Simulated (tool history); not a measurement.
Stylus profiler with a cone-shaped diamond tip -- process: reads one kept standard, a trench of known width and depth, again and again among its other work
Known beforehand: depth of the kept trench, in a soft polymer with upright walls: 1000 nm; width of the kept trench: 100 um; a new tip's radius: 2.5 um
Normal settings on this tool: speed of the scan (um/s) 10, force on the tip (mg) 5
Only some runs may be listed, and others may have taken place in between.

run	day	speed of the scan (um/s)	force on the tip (mg)	depth of the trench (Å)	width of the trench's floor (um)
1	0	10	5	10204.3	95.13
2	1.654	10	5	10203	95.04
3	3.525	10	5	10209.2	95.04
4	5.012	10	5	10206.8	94.99
5	6.471	10	5	10206.8	94.92
6	7.6	10	5	10212	94.97
7	9.096	10	5	10210.4	94.89
8	10.233	3	5	10209.8	94.88
9	11.596	3	5	10213.2	94.84
10	13.533	3	5	10215.8	94.83
11	15.142	10	5	10219	94.77
12	16.95	10	5	10217.3	94.69
13	18.746	10	5	10223	94.67
14	20.429	10	7.81	10287.1	94.61
15	21.5	10	7.81	10282	94.63
16	22.862	10	7.81	10286.7	94.57
17	23.746	10	7.81	10287.2	94.61
18	24.542	5	7.81	10288.5	94.58
19	25.946	10	5	10225.7	94.54
20	27.904	10	5	10229.4	94.45
21	29.188	10	5	10226.7	94.39

Predict the results of run 22:
22	31.092	9	5	?	?

Run 22 gave depth of the trench (Å) 10230.9, width of the trench's floor (um) 94.43.
The same run, on a tool lacking any hidden state, would have yielded depth of the trench (Å) 10171.5, width of the trench's floor (um) 96.
